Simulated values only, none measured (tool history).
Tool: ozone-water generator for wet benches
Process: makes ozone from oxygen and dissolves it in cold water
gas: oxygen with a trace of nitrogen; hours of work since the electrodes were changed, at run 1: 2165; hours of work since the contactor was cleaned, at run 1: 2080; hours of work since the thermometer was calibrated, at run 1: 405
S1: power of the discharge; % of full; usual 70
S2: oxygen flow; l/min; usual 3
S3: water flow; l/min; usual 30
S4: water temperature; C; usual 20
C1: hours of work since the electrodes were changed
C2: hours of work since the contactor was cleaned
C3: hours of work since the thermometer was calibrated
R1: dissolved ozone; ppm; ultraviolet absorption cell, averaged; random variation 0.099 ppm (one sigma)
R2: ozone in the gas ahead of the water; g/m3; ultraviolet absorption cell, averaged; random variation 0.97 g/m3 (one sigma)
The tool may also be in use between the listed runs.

run 1 day=0 | S1=70 S2=3 S3=30 S4=20 | C1=2165 C2=2080 C3=405 | R1=7.05 R2=165.9
run 2 day=1.912 | S1=70 S2=3 S3=30 S4=20 | C1=2207 C2=2122 C3=446 | R1=6.84 R2=168.7
run 3 day=3.729 | S1=70 S2=3 S3=30 S4=20 | C1=2247 C2=2161 C3=486 | R1=7.13 R2=167
run 4 day=6.317 | S1=70 S2=3 S3=30 S4=20 | C1=2303 C2=2218 C3=542 | R1=6.95 R2=166.5
run 5 day=8.146 | S1=70 S2=3 S3=30 S4=25 | C1=2343 C2=2257 C3=582 | R1=6.56 R2=166.4
run 6 day=10.662 | S1=70 S2=3 S3=30 S4=25 | C1=2398 C2=2312 C3=637 | R1=6.6 R2=167.4
run 7 day=12.004 | S1=70 S2=3 S3=30 S4=25 | C1=2427 C2=2341 C3=666 | R1=6.49 R2=166.9
run 8 day=13.133 | S1=70 S2=2.4 S3=30 S4=20 | C1=2451 C2=2366 C3=691 | R1=6.59 R2=189.4
run 9 day=15.054 | S1=70 S2=3 S3=30 S4=20 | C1=2493 C2=2408 C3=733 | R1=6.61 R2=170.7
run 10 day=16.721 | S1=70 S2=3 S3=30 S4=20 | C1=2530 C2=2444 C3=769 | R1=6.7 R2=169.6
run 11 day=17.938 | S1=70 S2=3 S3=30 S4=20 | C1=2556 C2=2471 C3=796 | R1=7.02 R2=170.1
run 12 day=19.062 | S1=70 S2=3 S3=30 S4=20 | C1=2581 C2=2495 C3=820 | R1=6.88 R2=167.9
run 13 day=20.162 | S1=96 S2=3 S3=30 S4=20 | C1=2605 C2=2519 C3=844 | R1=8.78 R2=216.9
run 14 day=21.762 | S1=96 S2=4.22 S3=27 S4=20 | C1=2639 C2=2554 C3=879 | R1=10.53 R2=178.9
-- day=23.204 gauge calibrated
run 15 day=24.183 | S1=86 S2=2.88 S3=40 S4=14 | C1=2692 C2=2607 C3=932 | R1=5.65 R2=197.3
run 16 day=25.508 | S1=76 S2=1.55 S3=24 S4=12 | C1=2721 C2=2636 C3=960 | R1=8.43 R2=252
run 17 day=28.088 | S1=84 S2=3 S3=29 S4=18 | C1=2777 C2=2692 C3=1017 | R1=8.36 R2=191.5
run 18 day=29.3 | S1=84 S2=3 S3=29 S4=18 | C1=2804 C2=2718 C3=1043 | R1=8.39 R2=191.7
run 19 day=31.796 | S1=61 S2=3 S3=29 S4=18 | C1=2858 C2=2772 C3=1097 | R1=6.66 R2=151.8
run 20 day=33.446 | S1=61 S2=3 S3=29 S4=18 | C1=2894 C2=2808 C3=1133 | R1=6.55 R2=151.3
run 21 day=35.254 | S1=70 S2=1.82 S3=39 S4=22 | C1=2933 C2=2848 C3=1173 | R1=4.27 R2=218.3
run 22 day=37.008 | S1=52 S2=2.47 S3=30 S4=15 | C1=2971 C2=2886 C3=1211 | R1=5.4 R2=147.1
run 23 day=38.162 | S1=52 S2=2.47 S3=30 S4=15 | C1=2997 C2=2911 C3=1236 | R1=5.48 R2=150.5
run 24 day=40.1 | S1=43 S2=3 S3=35 S4=20 | C1=3039 C2=2953 C3=1278 | R1=4.04 R2=115.9

Some steps in R2 between neighbouring runs. How much of each would the tool show without its hidden state too (settings, what came in, random variation), and how much is left for the hidden state, with any gauge scatter that isn't in both results?
The hidden state here: yield of the discharge, % of new electrodes'; contactor's efficiency, % of a clean one's; true water temperature over the reading, C; drift of the gauge itself on ozone_ppm, %; drift of the gauge itself on gas_g_m3, %.
Run 12 -> 13: S1 70 -> 96. R2 +49 g/m3: hidden state +1.3, all else +47.7.
Run 14 -> 15: S1 96 -> 86, S2 4.22 -> 2.88, S3 27 -> 40, S4 20 -> 14, gauge calibrated. R2 +18.4 g/m3: hidden state -4.6, all else +23.
Run 20 -> 21: S1 61 -> 70, S2 3 -> 1.82, S3 29 -> 39, S4 18 -> 22. R2 +67 g/m3: hidden state +1.2, all else +65.8.
Run 21 -> 22: S1 70 -> 52, S2 1.82 -> 2.47, S3 39 -> 30, S4 22 -> 15. R2 -71.2 g/m3: hidden state -0.7, all else -70.5.
